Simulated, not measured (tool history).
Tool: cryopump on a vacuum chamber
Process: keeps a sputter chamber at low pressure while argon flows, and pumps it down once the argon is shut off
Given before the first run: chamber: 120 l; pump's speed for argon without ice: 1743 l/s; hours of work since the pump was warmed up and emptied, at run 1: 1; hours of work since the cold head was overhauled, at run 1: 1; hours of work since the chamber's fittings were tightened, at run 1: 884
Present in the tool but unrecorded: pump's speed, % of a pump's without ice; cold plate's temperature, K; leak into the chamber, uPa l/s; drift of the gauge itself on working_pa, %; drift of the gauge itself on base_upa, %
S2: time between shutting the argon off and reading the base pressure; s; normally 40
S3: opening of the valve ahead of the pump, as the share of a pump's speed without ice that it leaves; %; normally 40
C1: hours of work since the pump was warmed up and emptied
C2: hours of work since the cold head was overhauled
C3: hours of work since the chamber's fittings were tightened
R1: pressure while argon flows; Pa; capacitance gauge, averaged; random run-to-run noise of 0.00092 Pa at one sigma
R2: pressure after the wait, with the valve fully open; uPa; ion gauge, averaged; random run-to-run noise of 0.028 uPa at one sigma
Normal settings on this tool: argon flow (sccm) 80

Run 1, hour 0.0: usual settings; C1 1; C2 1; C3 884. Result: R1 0.1945 Pa, R2 1.62 uPa.
Run 2, hour 98.7: usual settings but S3 17 %; C1 58; C2 58; C3 941. Result: R1 0.4573 Pa, R2 1.58 uPa.
Run 3, hour 194.3: usual settings but S3 17 %; C1 114; C2 114; C3 996. Result: R1 0.4613 Pa, R2 1.61 uPa.
Run 4, hour 288.5: usual settings but S3 17 %; C1 168; C2 168; C3 1051. Result: R1 0.4677 Pa, R2 1.59 uPa.
Run 5, hour 386.4: usual settings; C1 225; C2 225; C3 1108. Result: R1 0.2048 Pa, R2 1.77 uPa.
Run 6, hour 455.6: usual settings; C1 265; C2 265; C3 1148. Result: R1 0.2091 Pa, R2 1.74 uPa.
Run 7, hour 528.4: usual settings but S2 87 s; C1 308; C2 308; C3 1190. Result: R1 0.2120 Pa, R2 1.15 uPa.
At hour 577.2: pump warmed up, emptied and cooled again.
Run 8, hour 593.1: usual settings but argon flow (sccm) 64, S2 27 s, S3 44 %; C1 9; C2 342; C3 1225. Result: R1 0.1410 Pa, R2 2.26 uPa.
Run 9, hour 664.2: usual settings but argon flow (sccm) 64, S2 27 s, S3 55 %; C1 51; C2 384; C3 1266. Result: R1 0.1160 Pa, R2 2.31 uPa.

What will run 10 give?
Run 10, hour 722.9: usual settings but argon flow (sccm) 64, S2 27 s, S3 55 %; C1 85; C2 418; C3 1301. Result: R1 ?, R2 ?.

Logged for run 10: R1 0.1176 Pa, R2 2.31 uPa.
If the tool had no hidden condition, the same run with the same run-to-run variation would have returned R1 0.1141 Pa, R2 1.94 uPa.
